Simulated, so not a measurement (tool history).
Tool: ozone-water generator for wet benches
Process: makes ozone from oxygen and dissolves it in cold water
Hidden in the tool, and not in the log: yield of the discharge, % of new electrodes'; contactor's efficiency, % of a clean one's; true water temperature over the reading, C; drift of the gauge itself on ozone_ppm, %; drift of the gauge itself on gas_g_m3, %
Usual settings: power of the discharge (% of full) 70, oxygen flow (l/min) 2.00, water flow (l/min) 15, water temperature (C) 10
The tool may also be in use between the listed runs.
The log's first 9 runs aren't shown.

run	day	power of the discharge (% of full)	oxygen flow (l/min)	water flow (l/min)	water temperature (C)	hours of work since the electrodes were changed	hours of work since the contactor was cleaned	hours of work since the thermometer was calibrated	dissolved ozone (ppm)	ozone in the gas ahead of the water (g/m3)
10	16.192	70	2.00	15	11	1516	1926	1536	15.7	251.4
11	18.254	70	2.20	15	10	1551	1961	1570	16.7	242.6
12	20.504	70	2.20	15	10	1588	1999	1608	16.5	242.1
13	21.446	70	2.00	17	10	1604	2014	1624	14.1	251.2
14	22.571	70	2.00	15	10	1623	2033	1643	16.0	252.5
15	24.000	70	3.33	15	10	1647	2057	1667	19.1	209.9
16	25.654	70	3.33	15	10	1675	2085	1695	19.3	210.0
17	27.925	79	2.09	10	7	1713	2123	1733	29.0	266.0
18	29.942	79	1.00	10	7	1747	2157	1767	21.4	348.1
19	31.375	70	2.17	15	12	1771	2181	1791	16.2	242.7
20	32.500	52	2.00	15	12	1790	2200	1810	12.6	203.4
21	33.579	87	1.77	12	6	1808	2218	1828	23.8	299.8
22	35.133	45	2.96	16	8	1834	2245	1854	13.0	159.6
23	36.446	45	2.96	12	7	1857	2267	1876	18.2	158.2
# day 37.108: gauge calibrated
24	38.329	97	1.81	11	7	1888	2298	1908	28.2	330.2
25	39.475	97	1.81	11	7	1907	2318	1927	28.3	329.5
26	41.346	97	1.81	11	7	1939	2349	1959	27.9	330.7
27	43.467	97	1.81	20	15	1975	2385	1994	12.8	331.8
28	45.462	57	1.54	20	15	2008	2418	2028	8.5	242.0
29	46.804	57	1.54	20	15	2031	2441	2051	8.6	241.3
30	47.929	57	1.54	20	15	2050	2460	2070	8.3	241.5
31	49.812	47	2.00	23	8	2081	2492	2101	7.1	191.7
32	51.771	47	2.68	18	8	2114	2525	2134	11.0	172.5

Forecast each of these 4 alternatives for the next run:
A	52.946	47	2.68	22	5	2134	2544	2154	?	?
B	52.946	47	1.04	22	8	2134	2544	2154	?	?
C	52.946	71	1.69	15	15	2134	2544	2154	?	?
D	52.946	47	1.47	18	9	2134	2544	2154	?	?

run	dissolved ozone (ppm)	ozone in the gas ahead of the water (g/m3)
A	8.9	171.2
B	5.6	242.8
C	14.5	270.0
D	8.6	213.3
Without the tool's hidden state the same runs would have given:
run	dissolved ozone (ppm)	ozone in the gas ahead of the water (g/m3)
A	8.9	173.5
B	5.6	246.0
C	14.6	273.6
D	8.6	216.1

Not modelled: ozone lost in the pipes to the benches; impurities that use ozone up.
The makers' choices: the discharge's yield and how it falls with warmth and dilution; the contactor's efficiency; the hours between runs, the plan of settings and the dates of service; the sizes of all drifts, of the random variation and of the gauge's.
